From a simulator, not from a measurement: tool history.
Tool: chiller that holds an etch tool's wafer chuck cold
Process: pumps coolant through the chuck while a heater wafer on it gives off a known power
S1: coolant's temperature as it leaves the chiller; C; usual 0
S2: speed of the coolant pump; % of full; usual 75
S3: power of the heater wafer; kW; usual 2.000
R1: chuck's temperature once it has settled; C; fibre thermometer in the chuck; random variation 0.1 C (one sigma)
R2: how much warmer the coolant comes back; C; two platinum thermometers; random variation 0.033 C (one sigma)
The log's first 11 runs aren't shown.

Run 12, hour 788.4: usual settings. Result: R1 18.8 C, R2 4.95 C.
Run 13, hour 840.8: usual settings. Result: R1 18.8 C, R2 5.00 C.
Run 14, hour 893.4: usual settings. Result: R1 18.9 C, R2 5.01 C.
Run 15, hour 983.7: usual settings. Result: R1 18.8 C, R2 4.97 C.
Run 16, hour 1094.3: usual settings. Result: R1 18.8 C, R2 5.02 C.
Run 17, hour 1199.1: usual settings. Result: R1 18.9 C, R2 4.99 C.
Run 18, hour 1302.2: usual settings but S1 7 C, S2 82 % of full. Result: R1 24.5 C, R2 4.57 C.
Run 19, hour 1389.4: usual settings but S3 2.355 kW. Result: R1 22.6 C, R2 5.85 C.
Run 20, hour 1504.4: usual settings but S3 2.355 kW. Result: R1 22.7 C, R2 5.94 C.
Run 21, hour 1598.2: usual settings but S1 9 C, S2 82 % of full, S3 2.355 kW. Result: R1 29.7 C, R2 5.42 C.
Run 22, hour 1713.2: usual settings but S1 6 C, S2 73 % of full, S3 1.719 kW. Result: R1 23.0 C, R2 4.46 C.
Run 23, hour 1787.1: usual settings but S1 -3 C, S2 87 % of full. Result: R1 14.0 C, R2 4.40 C.
Run 24, hour 1890.1: usual settings but S1 -3 C, S2 64 % of full, S3 1.090 kW. Result: R1 9.0 C, R2 3.21 C.
Run 25, hour 1953.4: usual settings but S1 -3 C, S2 64 % of full, S3 1.090 kW. Result: R1 9.3 C, R2 3.26 C.
Run 26, hour 2040.8: usual settings but S1 -3 C, S2 64 % of full, S3 1.090 kW. Result: R1 9.1 C, R2 3.26 C.
Run 27, hour 2107.2: usual settings but S1 -8 C, S2 73 % of full, S3 2.572 kW. Result: R1 17.7 C, R2 6.72 C.
At hour 2145.9: coolant changed, channels flushed.
Run 28, hour 2226.1: usual settings but S1 -3 C, S3 1.735 kW. Result: R1 12.0 C, R2 4.44 C.
Run 29, hour 2318.6: usual settings but S1 -3 C, S3 1.735 kW. Result: R1 12.2 C, R2 4.38 C.
Run 30, hour 2396.5: usual settings but S2 73 % of full, S3 1.471 kW. Result: R1 13.2 C, R2 3.81 C.
Run 31, hour 2498.2: usual settings but S1 -9 C, S2 85 % of full, S3 1.437 kW. Result: R1 2.2 C, R2 3.26 C.
Run 32, hour 2546.3: usual settings but S2 78 % of full, S3 2.159 kW. Result: R1 18.4 C, R2 5.28 C.
Run 33, hour 2645.6: usual settings but S2 78 % of full, S3 2.159 kW. Result: R1 18.6 C, R2 5.28 C.

3 ways to go on from here, each from the tool as it stands after run 33. What would each give?
Run A, hour 2748.1: usual settings but S2 80 % of full, S3 1.456 kW. Result: R1 ?, R2 ?.
Run B, hour 2748.1: usual settings but S2 92 % of full, S3 2.175 kW. Result: R1 ?, R2 ?.
Run C, hour 2748.1: usual settings but S3 1.683 kW. Result: R1 ?, R2 ?.

run    R1    R2
  A  12.2  3.54
  B  16.2  4.58
  C  15.1  4.32
Without the tool's hidden state the same runs would have given:
run    R1    R2
  A  11.7  3.38
  B  15.5  4.38
  C  14.4  4.13

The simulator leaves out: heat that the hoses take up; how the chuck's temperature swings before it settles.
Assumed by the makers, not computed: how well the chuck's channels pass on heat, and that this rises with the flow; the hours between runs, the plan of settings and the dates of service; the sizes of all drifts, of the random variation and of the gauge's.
